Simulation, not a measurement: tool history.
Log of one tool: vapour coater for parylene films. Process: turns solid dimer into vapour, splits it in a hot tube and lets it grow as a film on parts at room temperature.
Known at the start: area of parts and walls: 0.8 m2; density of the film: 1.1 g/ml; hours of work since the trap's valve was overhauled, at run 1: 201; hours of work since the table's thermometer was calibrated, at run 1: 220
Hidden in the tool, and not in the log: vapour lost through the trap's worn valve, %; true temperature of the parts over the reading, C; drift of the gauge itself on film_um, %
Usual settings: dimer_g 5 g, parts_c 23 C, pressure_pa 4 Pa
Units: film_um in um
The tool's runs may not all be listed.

run   hour  dimer_g  parts_c  pressure_pa  hours of work since the trap's valve was overhauled  hours of work since the table's thermometer was calibrated  film_um
  1      0        5       23            4                                                  201                                                         220     3.55
  2   13.6        5       23            4                                                  211                                                         231     3.53
  3   29.2        5       23            4                                                  223                                                         242     3.51
  4   42.1        5       23            4                                                  233                                                         252     3.51
  5   53.9        5       23            4                                                  242                                                         261     3.51
  6   63.4        5       23            4                                                  249                                                         268     3.45
  7   79.9        5       23            4                                                  262                                                         281     3.53
  8   92.4        5       23            4                                                  271                                                         290      3.5
  9  101.4        5       23            4                                                  278                                                         297     3.49
 10  114.4        5       23         7.35                                                  288                                                         307      3.1
 11  125.3        5       23            4                                                  296                                                         315      3.6
 12  132.8        5       23         5.38                                                  302                                                         321      3.3
 13  145.1        5       23         5.38                                                  311                                                         330     3.29
 14    159        2       32         7.89                                                  322                                                         341     0.85
 15    173        2       32         7.89                                                  332                                                         352     0.83
 16  190.1        3       30            4                                                  345                                                         365     1.58
 17    197        3       30            4                                                  351                                                         370     1.63
 18  210.5        2       30         3.92                                                  361                                                         380     1.06
 19    219        7       23        10.15                                                  367                                                         387      4.1
 20  233.1        7       23        10.15                                                  378                                                         397     4.09
 21  240.8        3       19         3.14                                                  384                                                         403      2.6
 22  254.3        5       34        10.41                                                  394                                                         413     1.91
 23  262.4        5       34        10.41                                                  400                                                         420      1.9
 24  269.3        6       34         3.74                                                  406                                                         425      2.8
 25  278.5        6       34         3.74                                                  413                                                         432     2.75

Forecast each of these 3 alternatives for the next run:
  A  294.7        5       23         2.76                                                  425                                                         444        ?
  B  294.7        5       24           11                                                  425                                                         444        ?
  C  294.7        6       33         3.74                                                  425                                                         444        ?

run  film_um
  A     3.72
  B     2.71
  C     2.86
Without the tool's hidden state the same runs would have given:
run  film_um
  A     3.74
  B     2.73
  C     2.88
